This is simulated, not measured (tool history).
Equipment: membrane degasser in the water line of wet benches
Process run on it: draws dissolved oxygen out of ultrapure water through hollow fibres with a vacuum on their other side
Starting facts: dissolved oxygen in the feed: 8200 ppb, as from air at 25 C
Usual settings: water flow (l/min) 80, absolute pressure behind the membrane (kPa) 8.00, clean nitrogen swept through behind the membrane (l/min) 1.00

run,day,water flow (l/min),absolute pressure behind the membrane (kPa),clean nitrogen swept through behind the membrane (l/min),dissolved oxygen in the water behind the degasser (ppb),pressure that the water loses in the fibres (kPa)
1,0.000,80,8.00,1.00,652.5,29.04
2,9.550,80,8.00,1.00,655.5,29.55
3,21.279,80,8.00,1.00,665.1,29.26
4,35.642,80,8.00,1.89,429.5,29.40
5,44.154,80,8.00,1.89,434.5,29.81
6,55.175,80,8.00,2.04,412.3,29.34
7,62.583,80,8.00,1.00,664.3,29.65
8,72.871,80,9.68,1.00,864.5,29.74
# day 80.000: membrane cartridge changed
# day 80.021: vacuum gauge calibrated
9,82.454,80,9.68,1.00,805.9,27.77
10,92.558,80,15.30,1.00,1412.3,27.63
11,101.217,80,8.00,0.52,910.2,27.97
12,108.633,80,8.00,2.87,297.0,27.65
13,118.833,109,13.77,1.00,1537.9,38.12
14,129.400,109,13.77,1.00,1532.3,37.67
15,139.088,98,8.00,0.59,950.3,33.89

Forecast run 16:
# day 145.171: seals of the vacuum lines changed
16,147.875,87,7.26,0.63,?,?

Run 16 produced dissolved oxygen in the water behind the degasser (ppb) 731.0, pressure that the water loses in the fibres (kPa) 30.16.
The same run, on a tool lacking any hidden state, would have yielded dissolved oxygen in the water behind the degasser (ppb) 714.4, pressure that the water loses in the fibres (kPa) 29.92.
